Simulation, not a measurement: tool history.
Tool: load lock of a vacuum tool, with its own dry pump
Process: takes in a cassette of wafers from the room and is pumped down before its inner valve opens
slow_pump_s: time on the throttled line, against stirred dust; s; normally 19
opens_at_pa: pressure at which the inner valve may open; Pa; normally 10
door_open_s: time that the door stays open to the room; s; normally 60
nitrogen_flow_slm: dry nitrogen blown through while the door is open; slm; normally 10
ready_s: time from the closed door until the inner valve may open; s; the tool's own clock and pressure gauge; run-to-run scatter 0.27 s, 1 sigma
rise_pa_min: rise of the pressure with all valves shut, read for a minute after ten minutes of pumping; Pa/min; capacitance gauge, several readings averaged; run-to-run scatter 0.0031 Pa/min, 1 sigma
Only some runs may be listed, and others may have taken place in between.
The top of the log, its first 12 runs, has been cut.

| run | hour | slow_pump_s | opens_at_pa | door_open_s | nitrogen_flow_slm | hours that the pump has run since its overhaul | times that the door has closed on its seal | incoming humidity of the room's air, % | ready_s | rise_pa_min |
|---|---|---|---|---|---|---|---|---|---|---|
| 13 | 3076.4 | 15 | 10 | 60 | 10 | 7848 | 5565 | 45.2 | 28.9 | 0.055 |
| 14 | 3339.7 | 25 | 10 | 60 | 10 | 8111 | 6683 | 45.2 | 37.7 | 0.061 |
| 15 | 3546.3 | 19 | 9 | 60 | 10 | 8318 | 7560 | 43.3 | 32.1 | 0.052 |
| 16 | 3881.2 | 19 | 9 | 60 | 10 | 8653 | 8982 | 44.6 | 32.3 | 0.057 |
| 17 | 4183.8 | 19 | 9 | 60 | 10 | 8955 | 10267 | 43.2 | 32.4 | 0.049 |
| 18 | 4552.4 | 19 | 12 | 60 | 10 | 9324 | 11832 | 46.2 | 31.6 | 0.062 |
| 19 | 4840.8 | 36 | 10 | 212 | 10 | 9612 | 13057 | 43.3 | 47.1 | 0.112 |
| 20 | 5133.5 | 12 | 11 | 43 | 24 | 9905 | 14300 | 46.2 | 25.8 | 0.039 |
| 21 | 5467.1 | 29 | 16 | 60 | 10 | 10239 | 15716 | 43.8 | 40.2 | 0.053 |
| 22 | 5714.2 | 29 | 16 | 60 | 10 | 10486 | 16766 | 41.7 | 40 | 0.054 |
| 23 | 6043.6 | 30 | 16 | 51 | 10 | 10815 | 18164 | 44.9 | 41.2 | 0.054 |
| 24 | 6366.8 | 30 | 16 | 51 | 10 | 11139 | 19537 | 50 | 41 | 0.055 |
| 25 | 6571.5 | 31 | 19 | 60 | 10 | 11343 | 20406 | 45.1 | 41.5 | 0.061 |
| 26 | 6776 | 31 | 17 | 60 | 10 | 11548 | 21274 | 42.6 | 41.6 | 0.052 |
| 27 | 7085.6 | 19 | 10 | 60 | 21 | 11857 | 22589 | 45.5 | 32.7 | 0.048 |
| 28 | 7267.5 | 27 | 15 | 34 | 7 | 12039 | 23361 | 47 | 38.4 | 0.046 |
| 29 | 7601.2 | 26 | 18 | 96 | 15 | 12373 | 24778 | 42.3 | 36.9 | 0.067 |
| 30 | 7802.9 | 26 | 8 | 96 | 10 | 12575 | 25635 | 43.8 | 38.8 | 0.073 |
| 31 | 8011 | 26 | 8 | 96 | 10 | 12783 | 26518 | 46.6 | 38.8 | 0.08 |
| 32 | 8310.6 | 13 | 8 | 49 | 38 | 13082 | 27791 | 46.3 | 27.4 | 0.034 |
| 33 | 8615.5 | 13 | 8 | 86 | 5 | 13387 | 29085 | 43.1 | 27.6 | 0.077 |
| 34 | 8780.3 | 13 | 8 | 86 | 5 | 13552 | 29785 | 44.6 | 27.6 | 0.075 |
| 35 | 8987.1 | 13 | 8 | 86 | 5 | 13759 | 30663 | 45.5 | 27 | 0.081 |
| 36 | 9163.1 | 14 | 13 | 60 | 10 | 13935 | 31410 | 45.2 | 27.3 | 0.064 |

Branching from run 36: 4 alternative next runs. What would each branch give?
|  | 9328.2 | dry pump taken out, an overhauled one fitted |
| A | 9459 | 30 | 11 | 145 | 10 | 131 | 32642 | 44.3 | ? | ? |
|  | 9328.2 | dry pump taken out, an overhauled one fitted |
| B | 9459 | 16 | 12 | 217 | 10 | 131 | 32642 | 45.7 | ? | ? |
|  | 9328.2 | dry pump taken out, an overhauled one fitted |
| C | 9459 | 19 | 10 | 60 | 21 | 131 | 32642 | 45.7 | ? | ? |
|  | 9328.2 | dry pump taken out, an overhauled one fitted |
| D | 9459 | 14 | 16 | 60 | 7 | 131 | 32642 | 44.6 | ? | ? |

| run | ready_s | rise_pa_min |
|---|---|---|
| A | 41.5 | 0.093 |
| B | 28.9 | 0.12 |
| C | 32.4 | 0.049 |
| D | 26.9 | 0.064 |
With no hidden state in the tool, these same runs would have given:
| run | ready_s | rise_pa_min |
|---|---|---|
| A | 41.5 | 0.093 |
| B | 28.9 | 0.119 |
| C | 32.4 | 0.048 |
| D | 26.9 | 0.064 |
